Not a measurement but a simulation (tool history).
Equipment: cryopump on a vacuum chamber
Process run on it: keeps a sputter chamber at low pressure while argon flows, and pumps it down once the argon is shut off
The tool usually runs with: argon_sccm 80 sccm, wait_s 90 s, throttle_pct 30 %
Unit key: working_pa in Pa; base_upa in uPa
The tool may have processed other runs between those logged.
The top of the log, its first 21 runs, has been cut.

run     day  argon_sccm  wait_s  throttle_pct  working_pa  base_upa
 22  13.696          48      46            49      0.0893      1.11
 23  14.108          48      53            31      0.1385      1.06
 24  14.583          48      53            31      0.1381      1.07
 25  15.125          48      53            31      0.1382      1.09
 26  16.096          66      36            45      0.1343      1.26
 27  16.654          66      36            45      0.1352       1.3
 28  17.383         144     119            45      0.2972      0.93
 29  18.138         135      81            45      0.2788      1.03
 30  18.912         135      81            45      0.2808         1
 31  19.875         135      81            45      0.2825      1.09
 32  20.579          36      90            30        0.11      1.07
 33  21.179          36      44            26      0.1265       1.3

Here are 3 independent what-if runs from the current tool condition. What would each one return?
  A  21.738         108     284            19           ?         ?
  B  21.738          58      44            33           ?         ?
  C  21.738          89     202            24           ?         ?

run  working_pa  base_upa
  A      0.5073      0.86
  B      0.1624      1.27
  C      0.3314      0.92
Without the tool's unlogged condition, the same runs would have read:
run  working_pa  base_upa
  A      0.4842      0.18
  B      0.1499      0.58
  C      0.3126      0.22
